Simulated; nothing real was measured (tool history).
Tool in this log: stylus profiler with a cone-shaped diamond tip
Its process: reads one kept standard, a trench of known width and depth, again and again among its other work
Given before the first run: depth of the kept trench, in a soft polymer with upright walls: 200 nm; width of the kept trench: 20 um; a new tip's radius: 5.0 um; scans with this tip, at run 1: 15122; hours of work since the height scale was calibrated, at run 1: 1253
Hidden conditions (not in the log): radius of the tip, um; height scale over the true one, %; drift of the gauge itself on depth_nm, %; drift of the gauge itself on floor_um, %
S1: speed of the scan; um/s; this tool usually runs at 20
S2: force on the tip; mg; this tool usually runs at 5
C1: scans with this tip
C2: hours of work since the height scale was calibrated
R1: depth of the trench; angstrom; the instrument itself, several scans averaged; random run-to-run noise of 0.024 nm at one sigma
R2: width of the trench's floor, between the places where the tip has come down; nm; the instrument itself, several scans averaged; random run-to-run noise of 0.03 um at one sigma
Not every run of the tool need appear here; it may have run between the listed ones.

| run | hour | S1 | S2 | C1 | C2 | R1 | R2 |
|---|---|---|---|---|---|---|---|
| 1 | 0 | 20 | 5 | 15122 | 1253 | 2050.8 | 17170 |
| 2 | 75.5 | 20 | 5 | 15512 | 1285 | 2050.6 | 17180 |
| 3 | 145.2 | 20 | 5 | 15872 | 1315 | 2050.6 | 17170 |
| 4 | 213.9 | 20 | 5 | 16227 | 1345 | 2050.2 | 17190 |
| 5 | 261.4 | 20 | 5 | 16473 | 1365 | 2051 | 17150 |
| 6 | 329.5 | 10 | 5 | 16825 | 1394 | 2051 | 17200 |
| 7 | 387.4 | 10 | 5 | 17124 | 1419 | 2050.7 | 17140 |
| 8 | 445.4 | 22 | 5 | 17423 | 1444 | 2050.5 | 17180 |
| 9 | 506.1 | 22 | 12.07 | 17737 | 1470 | 2091.6 | 17190 |
| 10 | 546.6 | 22 | 12.07 | 17946 | 1487 | 2091.3 | 17150 |
| 11 | 601.8 | 20 | 8.32 | 18232 | 1511 | 2071.1 | 17140 |
| 12 | 661.7 | 9 | 8.32 | 18541 | 1536 | 2071.2 | 17170 |
| 13 | 701.1 | 75 | 5 | 18745 | 1553 | 2050.9 | 17100 |
| 14 | 762.7 | 75 | 5 | 19063 | 1580 | 2050.6 | 17110 |
| 15 | 813.4 | 75 | 5 | 19325 | 1601 | 2050.6 | 17150 |
| 16 | 888.3 | 10 | 5 | 19712 | 1633 | 2050.7 | 17180 |
| 17 | 977.7 | 10 | 5 | 20174 | 1672 | 2050.4 | 17160 |
| 18 | 1015.2 | 11 | 3.34 | 20368 | 1688 | 2038.9 | 17130 |
| 19 | 1086.7 | 11 | 3.34 | 20738 | 1718 | 2038.9 | 17170 |
| 20 | 1159.6 | 11 | 3.34 | 21114 | 1750 | 2038.8 | 17220 |
| 21 | 1218.2 | 16 | 2.55 | 21417 | 1775 | 2032.2 | 17190 |
| 22 | 1283.2 | 16 | 2.55 | 21753 | 1803 | 2032.2 | 17180 |
| 23 | 1347.6 | 36 | 2.95 | 22086 | 1830 | 2035.3 | 17130 |
| 24 | 1396.6 | 8 | 2.95 | 22339 | 1851 | 2035.7 | 17180 |
| 25 | 1451.7 | 10 | 3.07 | 22624 | 1875 | 2036.1 | 17190 |
| 26 | 1499.6 | 10 | 3.07 | 22872 | 1895 | 2036.4 | 17220 |
|  | 1574.7 | height scale calibrated on a step standard |
| 27 | 1585.4 | 36 | 11.37 | 23312 | 5 | 2087.6 | 17130 |
| 28 | 1626.7 | 7 | 5 | 23526 | 22 | 2050.1 | 17160 |
| 29 | 1696.1 | 29 | 4.94 | 23884 | 52 | 2050.3 | 17150 |
| 30 | 1751.7 | 35 | 6.81 | 24172 | 76 | 2062.4 | 17150 |
| 31 | 1815.6 | 35 | 6.81 | 24502 | 103 | 2061.6 | 17150 |
| 32 | 1880.2 | 79 | 1.96 | 24836 | 131 | 2027.1 | 17040 |
| 33 | 1929 | 34 | 8.98 | 25088 | 152 | 2075 | 17140 |
| 34 | 1994.1 | 71 | 3.73 | 25424 | 180 | 2041.2 | 17090 |

Consider 3 possible next runs. They are alternatives, not a sequence: every one starts from the tool as it was left by run 34. What does each give?
| A | 2045.9 | 62 | 5 | 25692 | 202 | ? | ? |
| B | 2045.9 | 71 | 11.79 | 25692 | 202 | ? | ? |
| C | 2045.9 | 39 | 4.58 | 25692 | 202 | ? | ? |

| run | R1 | R2 |
|---|---|---|
| A | 2050.6 | 17090 |
| B | 2089.6 | 17060 |
| C | 2047.9 | 17150 |
Without the tool's hidden state the same runs would have given:
| run | R1 | R2 |
|---|---|---|
| A | 2050.6 | 17100 |
| B | 2089.6 | 17080 |
| C | 2047.9 | 17170 |

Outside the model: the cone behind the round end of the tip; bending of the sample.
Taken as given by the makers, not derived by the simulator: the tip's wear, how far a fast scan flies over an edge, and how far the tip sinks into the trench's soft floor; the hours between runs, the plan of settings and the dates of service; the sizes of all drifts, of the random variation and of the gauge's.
